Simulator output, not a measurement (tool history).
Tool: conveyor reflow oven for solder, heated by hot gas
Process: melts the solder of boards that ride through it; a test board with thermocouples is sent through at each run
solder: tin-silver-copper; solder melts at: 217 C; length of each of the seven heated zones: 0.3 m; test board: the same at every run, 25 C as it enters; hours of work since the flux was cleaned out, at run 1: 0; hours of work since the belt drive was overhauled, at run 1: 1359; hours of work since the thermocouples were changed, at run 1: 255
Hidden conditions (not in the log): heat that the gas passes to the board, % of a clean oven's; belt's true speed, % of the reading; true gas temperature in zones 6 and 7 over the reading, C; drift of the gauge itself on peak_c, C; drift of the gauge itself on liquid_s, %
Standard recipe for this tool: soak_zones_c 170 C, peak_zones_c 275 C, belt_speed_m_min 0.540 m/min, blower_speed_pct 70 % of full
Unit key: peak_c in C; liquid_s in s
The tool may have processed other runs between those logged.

run,hour,soak_zones_c,peak_zones_c,belt_speed_m_min,blower_speed_pct,hours of work since the flux was cleaned out,hours of work since the belt drive was overhauled,hours of work since the thermocouples were changed,peak_c,liquid_s
1,0.0,170,275,0.540,70,0,1359,255,255.1,50.8
2,36.6,169,275,0.540,70,28,1387,283,254.7,50.5
3,84.8,169,275,0.540,70,66,1424,320,254.2,49.9
4,145.8,170,275,0.540,70,113,1472,368,254.3,50.3
5,188.5,170,275,0.540,70,146,1505,401,253.7,49.7
6,247.1,178,275,0.540,70,191,1550,446,255.3,53.3
# hour 308.2: belt drive overhauled, speed set with a stopwatch
7,320.5,178,275,0.540,70,245,10,500,254.0,50.9
# hour 357.0: thermocouples of zones 6 and 7 changed
8,396.7,170,275,0.637,89,302,67,31,248.6,37.8
# hour 407.9: flux residue cleaned out of gas plates and filters
9,436.0,170,275,0.637,89,22,93,57,247.8,36.7
10,471.1,170,275,0.637,89,49,121,84,247.3,36.5
11,539.3,170,275,0.569,53,102,173,137,238.3,31.5
12,596.0,170,275,0.478,70,145,217,181,252.6,54.4

A few steps of peak_c between consecutive runs. Split each: what settings, incoming material and random variation would produce without the hidden state, and what is left over for the hidden state, along with gauge scatter present in only one of the two compared results (measured, and without hidden state):
Run 7 -> 8: soak_zones_c 178 -> 170, belt_speed_m_min 0.540 -> 0.637, blower_speed_pct 70 -> 89, thermocouples of zones 6 and 7 changed. peak_c -5.4 C: hidden state -3.3, all else -2.1.
Run 11 -> 12: belt_speed_m_min 0.569 -> 0.478, blower_speed_pct 53 -> 70. peak_c +14.3 C: hidden state -0.1, all else +14.4.
